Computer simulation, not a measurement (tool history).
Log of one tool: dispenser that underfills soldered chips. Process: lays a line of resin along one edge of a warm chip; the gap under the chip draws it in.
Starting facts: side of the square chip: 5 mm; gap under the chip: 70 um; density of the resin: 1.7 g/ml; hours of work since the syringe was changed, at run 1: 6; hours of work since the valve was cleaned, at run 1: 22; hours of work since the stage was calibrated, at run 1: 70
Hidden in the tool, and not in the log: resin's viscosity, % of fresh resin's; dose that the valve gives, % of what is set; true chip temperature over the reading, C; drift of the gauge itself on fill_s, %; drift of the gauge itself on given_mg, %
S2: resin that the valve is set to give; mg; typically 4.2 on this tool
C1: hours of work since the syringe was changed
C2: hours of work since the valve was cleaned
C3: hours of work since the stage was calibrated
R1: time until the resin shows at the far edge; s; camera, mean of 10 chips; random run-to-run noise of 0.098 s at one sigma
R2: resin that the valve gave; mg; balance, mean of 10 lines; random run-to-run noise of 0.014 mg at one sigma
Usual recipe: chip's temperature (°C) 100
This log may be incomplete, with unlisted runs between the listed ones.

Run 1, hour 0: usual settings; C1 6; C2 22; C3 70. Result: R1 6.31 s, R2 4.15 mg.
At hour 0.9: new syringe of resin.
Run 2, hour 4.5: usual settings; C1 3; C2 25; C3 73. Result: R1 5.34 s, R2 4.13 mg.
Run 3, hour 8.8: usual settings; C1 5; C2 28; C3 76. Result: R1 6.21 s, R2 4.11 mg.
At hour 9.9: new syringe of resin.
Run 4, hour 11.3: usual settings; C1 1; C2 30; C3 78. Result: R1 4.97 s, R2 4.12 mg.
Run 5, hour 13.7: usual settings; C1 3; C2 32; C3 79. Result: R1 5.5 s, R2 4.12 mg.
Run 6, hour 17.9: usual settings but S2 3.91 mg; C1 6; C2 34; C3 82. Result: R1 6.41 s, R2 3.83 mg.
At hour 18.9: new syringe of resin.
Run 7, hour 20.4: usual settings but S2 3.91 mg; C1 1; C2 36; C3 84. Result: R1 5.05 s, R2 3.85 mg.
Run 8, hour 25: usual settings but S2 3.91 mg; C1 4; C2 39; C3 87. Result: R1 5.86 s, R2 3.8 mg.
At hour 28.1: new syringe of resin.
Run 9, hour 28.7: usual settings but S2 3.91 mg; C1 0; C2 42; C3 90. Result: R1 5.1 s, R2 3.82 mg.
Run 10, hour 30.9: usual settings but S2 3.91 mg; C1 2; C2 43; C3 91. Result: R1 5.43 s, R2 3.81 mg.
Run 11, hour 33.4: usual settings; C1 4; C2 45; C3 93. Result: R1 5.89 s, R2 4.09 mg.
Run 12, hour 35.7: usual settings but chip's temperature (°C) 90; C1 5; C2 46; C3 94. Result: R1 8.41 s, R2 4.08 mg.
At hour 37.2: new syringe of resin.
Run 13, hour 40.4: usual settings; C1 2; C2 50; C3 97. Result: R1 5.34 s, R2 4.07 mg.
Run 14, hour 43: usual settings but S2 3.71 mg; C1 4; C2 51; C3 99. Result: R1 5.96 s, R2 3.62 mg.
Run 15, hour 45.8: usual settings but S2 3.71 mg; C1 6; C2 53; C3 101. Result: R1 6.38 s, R2 3.61 mg.
At hour 46.3: new syringe of resin.
Run 16, hour 48.3: usual settings; C1 1; C2 55; C3 103. Result: R1 4.94 s, R2 4.08 mg.
Run 17, hour 50.4: usual settings; C1 3; C2 56; C3 104. Result: R1 5.61 s, R2 4.06 mg.
Run 18, hour 54.8: usual settings but chip's temperature (°C) 91; C1 6; C2 59; C3 107. Result: R1 8.19 s, R2 4.06 mg.
At hour 55.4: new syringe of resin.
Run 19, hour 59.6: usual settings but S2 4.99 mg; C1 3; C2 62; C3 110. Result: R1 5.25 s, R2 4.8 mg.
Run 20, hour 61.7: usual settings but chip's temperature (°C) 87, S2 4.69 mg; C1 4; C2 64; C3 112. Result: R1 8.47 s, R2 4.5 mg.
At hour 64.4: new syringe of resin.
Run 21, hour 65: usual settings but chip's temperature (°C) 87, S2 4.69 mg; C1 0; C2 66; C3 114. Result: R1 7.43 s, R2 4.51 mg.
Run 22, hour 68.1: usual settings but chip's temperature (°C) 96, S2 4.61 mg; C1 3; C2 68; C3 116. Result: R1 5.99 s, R2 4.43 mg.
Run 23, hour 70.2: usual settings but chip's temperature (°C) 85, S2 4.72 mg; C1 4; C2 70; C3 118. Result: R1 9.4 s, R2 4.51 mg.
Run 24, hour 72.3: usual settings but S2 5.34 mg; C1 5; C2 71; C3 119. Result: R1 5.92 s, R2 5.11 mg.
At hour 73.5: new syringe of resin.
Run 25, hour 75.9: usual settings but S2 5.34 mg; C1 2; C2 73; C3 121. Result: R1 4.77 s, R2 5.09 mg.
Run 26, hour 78.2: usual settings but chip's temperature (°C) 103, S2 5.22 mg; C1 3; C2 75; C3 123. Result: R1 4.67 s, R2 4.99 mg.
Run 27, hour 81: usual settings but chip's temperature (°C) 103, S2 5.22 mg; C1 5; C2 77; C3 125. Result: R1 5.18 s, R2 5.02 mg.
At hour 82.7: new syringe of resin.
Run 28, hour 85.7: usual settings but chip's temperature (°C) 107, S2 5.27 mg; C1 2; C2 80; C3 128. Result: R1 4.09 s, R2 5.01 mg.
Run 29, hour 89.9: usual settings but chip's temperature (°C) 107, S2 4.43 mg; C1 5; C2 83; C3 131. Result: R1 4.86 s, R2 4.2 mg.
At hour 91.9: new syringe of resin.
Run 30, hour 94.4: usual settings but chip's temperature (°C) 85, S2 4.12 mg; C1 2; C2 86; C3 134. Result: R1 8.58 s, R2 3.92 mg.
Run 31, hour 98.6: usual settings but chip's temperature (°C) 85, S2 4.12 mg; C1 5; C2 89; C3 137. Result: R1 9.66 s, R2 3.92 mg.
At hour 101.1: new syringe of resin.
Run 32, hour 102.1: usual settings but chip's temperature (°C) 109; C1 1; C2 91; C3 139. Result: R1 3.59 s, R2 3.99 mg.
Run 33, hour 104.8: usual settings but chip's temperature (°C) 98, S2 4.24 mg; C1 3; C2 93; C3 141. Result: R1 5.65 s, R2 4.01 mg.
Run 34, hour 109.2: usual settings but chip's temperature (°C) 98, S2 4.24 mg; C1 6; C2 96; C3 144. Result: R1 6.38 s, R2 3.98 mg.

Estimate the outcome of run 35 from the log above:
At hour 110.2: new syringe of resin.
Run 35, hour 112.4: usual settings but chip's temperature (°C) 98, S2 4.24 mg; C1 2; C2 98; C3 146. Result: R1 ?, R2 ?.

Logged for run 35: R1 5.45 s, R2 3.99 mg.
Were there no unlogged condition in the tool, this run, its random variation unchanged, would have produced R1 5.21 s, R2 4.23 mg.

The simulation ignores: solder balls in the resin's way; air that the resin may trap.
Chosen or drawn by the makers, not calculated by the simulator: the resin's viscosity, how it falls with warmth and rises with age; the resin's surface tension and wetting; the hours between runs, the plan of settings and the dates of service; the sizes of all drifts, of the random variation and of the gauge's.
